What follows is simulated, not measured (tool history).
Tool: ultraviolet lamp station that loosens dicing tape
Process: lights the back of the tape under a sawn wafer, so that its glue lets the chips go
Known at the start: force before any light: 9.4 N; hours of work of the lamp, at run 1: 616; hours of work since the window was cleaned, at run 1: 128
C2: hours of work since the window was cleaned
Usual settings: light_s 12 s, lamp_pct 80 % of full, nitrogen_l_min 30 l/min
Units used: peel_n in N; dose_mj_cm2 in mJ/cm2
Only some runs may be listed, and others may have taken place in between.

run 1 hour=0.0 | light_s=12 lamp_pct=80 nitrogen_l_min=30 | hours_of_work_of_the_lamp=616 C2=128 | peel_n=1.065 dose_mj_cm2=388
run 2 hour=27.8 | light_s=12 lamp_pct=80 nitrogen_l_min=30 | hours_of_work_of_the_lamp=632 C2=144 | peel_n=1.034 dose_mj_cm2=387
run 3 hour=52.0 | light_s=12 lamp_pct=80 nitrogen_l_min=30 | hours_of_work_of_the_lamp=646 C2=158 | peel_n=1.051 dose_mj_cm2=393
run 4 hour=92.9 | light_s=12 lamp_pct=80 nitrogen_l_min=30 | hours_of_work_of_the_lamp=670 C2=181 | peel_n=1.050 dose_mj_cm2=388
run 5 hour=126.0 | light_s=12 lamp_pct=80 nitrogen_l_min=43 | hours_of_work_of_the_lamp=689 C2=200 | peel_n=0.810 dose_mj_cm2=393
run 6 hour=149.5 | light_s=12 lamp_pct=73 nitrogen_l_min=43 | hours_of_work_of_the_lamp=702 C2=214 | peel_n=1.040 dose_mj_cm2=356
run 7 hour=197.7 | light_s=12 lamp_pct=73 nitrogen_l_min=43 | hours_of_work_of_the_lamp=730 C2=241 | peel_n=1.045 dose_mj_cm2=351
run 8 hour=237.1 | light_s=12 lamp_pct=73 nitrogen_l_min=31 | hours_of_work_of_the_lamp=753 C2=264 | peel_n=1.238 dose_mj_cm2=356
run 9 hour=276.0 | light_s=12 lamp_pct=73 nitrogen_l_min=31 | hours_of_work_of_the_lamp=775 C2=286 | peel_n=1.256 dose_mj_cm2=351
run 10 hour=301.6 | light_s=12 lamp_pct=73 nitrogen_l_min=31 | hours_of_work_of_the_lamp=790 C2=301 | peel_n=1.252 dose_mj_cm2=354
run 11 hour=324.6 | light_s=12 lamp_pct=73 nitrogen_l_min=31 | hours_of_work_of_the_lamp=803 C2=314 | peel_n=1.246 dose_mj_cm2=354
run 12 hour=350.1 | light_s=12 lamp_pct=73 nitrogen_l_min=31 | hours_of_work_of_the_lamp=817 C2=329 | peel_n=1.230 dose_mj_cm2=352
run 13 hour=393.9 | light_s=12 lamp_pct=73 nitrogen_l_min=31 | hours_of_work_of_the_lamp=843 C2=354 | peel_n=1.219 dose_mj_cm2=351
run 14 hour=426.8 | light_s=12 lamp_pct=80 nitrogen_l_min=30 | hours_of_work_of_the_lamp=861 C2=373 | peel_n=1.042 dose_mj_cm2=391
run 15 hour=452.3 | light_s=12 lamp_pct=70 nitrogen_l_min=30 | hours_of_work_of_the_lamp=876 C2=387 | peel_n=1.337 dose_mj_cm2=335
-- hour=463.7 window cleaned of glue's vapour
run 16 hour=478.5 | light_s=12 lamp_pct=98 nitrogen_l_min=30 | hours_of_work_of_the_lamp=891 C2=8 | peel_n=0.639 dose_mj_cm2=476
run 17 hour=513.6 | light_s=12 lamp_pct=84 nitrogen_l_min=30 | hours_of_work_of_the_lamp=911 C2=29 | peel_n=0.952 dose_mj_cm2=404
run 18 hour=561.9 | light_s=12 lamp_pct=84 nitrogen_l_min=30 | hours_of_work_of_the_lamp=939 C2=56 | peel_n=0.934 dose_mj_cm2=407
run 19 hour=612.1 | light_s=12 lamp_pct=84 nitrogen_l_min=30 | hours_of_work_of_the_lamp=967 C2=85 | peel_n=0.988 dose_mj_cm2=404
run 20 hour=655.2 | light_s=12 lamp_pct=84 nitrogen_l_min=30 | hours_of_work_of_the_lamp=992 C2=110 | peel_n=0.966 dose_mj_cm2=410
run 21 hour=688.2 | light_s=13 lamp_pct=84 nitrogen_l_min=30 | hours_of_work_of_the_lamp=1011 C2=129 | peel_n=0.794 dose_mj_cm2=442
run 22 hour=713.2 | light_s=12 lamp_pct=80 nitrogen_l_min=30 | hours_of_work_of_the_lamp=1025 C2=143 | peel_n=1.053 dose_mj_cm2=388
run 23 hour=735.1 | light_s=9 lamp_pct=66 nitrogen_l_min=17 | hours_of_work_of_the_lamp=1038 C2=156 | peel_n=3.014 dose_mj_cm2=240
run 24 hour=761.3 | light_s=10 lamp_pct=91 nitrogen_l_min=9 | hours_of_work_of_the_lamp=1053 C2=171 | peel_n=2.387 dose_mj_cm2=368
run 25 hour=798.7 | light_s=10 lamp_pct=98 nitrogen_l_min=30 | hours_of_work_of_the_lamp=1075 C2=192 | peel_n=1.008 dose_mj_cm2=396
run 26 hour=839.7 | light_s=10 lamp_pct=93 nitrogen_l_min=28 | hours_of_work_of_the_lamp=1098 C2=216 | peel_n=1.200 dose_mj_cm2=379
run 27 hour=886.0 | light_s=10 lamp_pct=93 nitrogen_l_min=28 | hours_of_work_of_the_lamp=1125 C2=242 | peel_n=1.186 dose_mj_cm2=373
run 28 hour=928.8 | light_s=6 lamp_pct=65 nitrogen_l_min=30 | hours_of_work_of_the_lamp=1149 C2=267 | peel_n=3.846 dose_mj_cm2=155
-- hour=935.7 lamp changed
run 29 hour=957.1 | light_s=21 lamp_pct=84 nitrogen_l_min=30 | hours_of_work_of_the_lamp=12 C2=283 | peel_n=0.201 dose_mj_cm2=715
run 30 hour=998.2 | light_s=7 lamp_pct=97 nitrogen_l_min=50 | hours_of_work_of_the_lamp=36 C2=306 | peel_n=1.553 dose_mj_cm2=276
run 31 hour=1024.2 | light_s=11 lamp_pct=80 nitrogen_l_min=29 | hours_of_work_of_the_lamp=51 C2=321 | peel_n=1.230 dose_mj_cm2=356
run 32 hour=1066.2 | light_s=11 lamp_pct=80 nitrogen_l_min=29 | hours_of_work_of_the_lamp=75 C2=345 | peel_n=1.277 dose_mj_cm2=357
run 33 hour=1115.2 | light_s=11 lamp_pct=80 nitrogen_l_min=29 | hours_of_work_of_the_lamp=103 C2=373 | peel_n=1.237 dose_mj_cm2=357
run 34 hour=1142.0 | light_s=9 lamp_pct=82 nitrogen_l_min=20 | hours_of_work_of_the_lamp=118 C2=389 | peel_n=2.097 dose_mj_cm2=301
-- hour=1149.9 window cleaned of glue's vapour
run 35 hour=1192.1 | light_s=9 lamp_pct=73 nitrogen_l_min=20 | hours_of_work_of_the_lamp=147 C2=24 | peel_n=2.391 dose_mj_cm2=263
run 36 hour=1240.0 | light_s=9 lamp_pct=73 nitrogen_l_min=20 | hours_of_work_of_the_lamp=174 C2=52 | peel_n=2.501 dose_mj_cm2=266
run 37 hour=1280.6 | light_s=9 lamp_pct=73 nitrogen_l_min=20 | hours_of_work_of_the_lamp=198 C2=75 | peel_n=2.516 dose_mj_cm2=267
run 38 hour=1317.8 | light_s=20 lamp_pct=73 nitrogen_l_min=31 | hours_of_work_of_the_lamp=219 C2=96 | peel_n=0.351 dose_mj_cm2=584
run 39 hour=1361.8 | light_s=20 lamp_pct=97 nitrogen_l_min=31 | hours_of_work_of_the_lamp=244 C2=122 | peel_n=0.151 dose_mj_cm2=781
run 40 hour=1406.8 | light_s=6 lamp_pct=88 nitrogen_l_min=57 | hours_of_work_of_the_lamp=270 C2=147 | peel_n=2.181 dose_mj_cm2=218
run 41 hour=1448.9 | light_s=6 lamp_pct=88 nitrogen_l_min=57 | hours_of_work_of_the_lamp=294 C2=172 | peel_n=2.231 dose_mj_cm2=215
run 42 hour=1470.7 | light_s=12 lamp_pct=80 nitrogen_l_min=30 | hours_of_work_of_the_lamp=307 C2=184 | peel_n=1.034 dose_mj_cm2=382
run 43 hour=1496.6 | light_s=23 lamp_pct=94 nitrogen_l_min=43 | hours_of_work_of_the_lamp=322 C2=199 | peel_n=0.086 dose_mj_cm2=872

What differs in the tool's unlogged condition from the final listed run ahead of each entry between runs to the first listed run following it?
Runs 15 to 16: window cleaned of glue's vapour (hour 463.7)
  light that the window lets through, % of a clean one's: 99.9 -> 100
Runs 28 to 29: lamp changed (hour 935.7)
  lamp's light, % of a new lamp's: 99.7 -> 100
Runs 34 to 35: window cleaned of glue's vapour (hour 1149.9)
  light that the window lets through, % of a clean one's: 99.9 -> 100
